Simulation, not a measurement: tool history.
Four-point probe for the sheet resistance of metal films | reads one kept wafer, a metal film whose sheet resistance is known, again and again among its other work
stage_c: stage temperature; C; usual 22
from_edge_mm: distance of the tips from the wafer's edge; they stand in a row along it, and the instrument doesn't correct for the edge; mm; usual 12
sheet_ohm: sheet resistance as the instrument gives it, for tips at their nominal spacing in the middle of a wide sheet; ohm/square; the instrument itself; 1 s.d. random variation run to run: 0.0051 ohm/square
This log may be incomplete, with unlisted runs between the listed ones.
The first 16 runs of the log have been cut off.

run	hour	stage_c	from_edge_mm	sheet_ohm
17	286.0	22	44	25.325120
18	304.6	18	29	25.362335
# hour 307.0: stage's thermometer calibrated, once more
19	320.4	34	9	25.519070
20	334.1	34	9	25.522900
21	345.0	34	9	25.521525
22	365.3	23	6	25.872996
23	379.9	23	6	25.887994
24	395.8	23	6	25.876880
25	410.4	19	7	25.731590
26	423.7	22	4	26.585753
27	437.1	26	4	26.568583
28	448.2	22	56	25.295259
29	469.5	30	10	25.479417
30	493.8	28	6	25.864823
31	513.6	28	6	25.875657

Here are 5 independent what-if runs from the current tool condition. What would each one return?
A	529.4	34	8	?
B	529.4	25	17	?
C	529.4	21	8	?
D	529.4	20	12	?
E	529.4	21	8	?

run	sheet_ohm
A	25.597090
B	25.350487
C	25.625732
D	25.440845
E	25.641397
Take away the tool's hidden state, keep each run's random variation, and the runs would have read:
run	sheet_ohm
A	25.582694
B	25.336188
C	25.611274
D	25.426481
E	25.626931
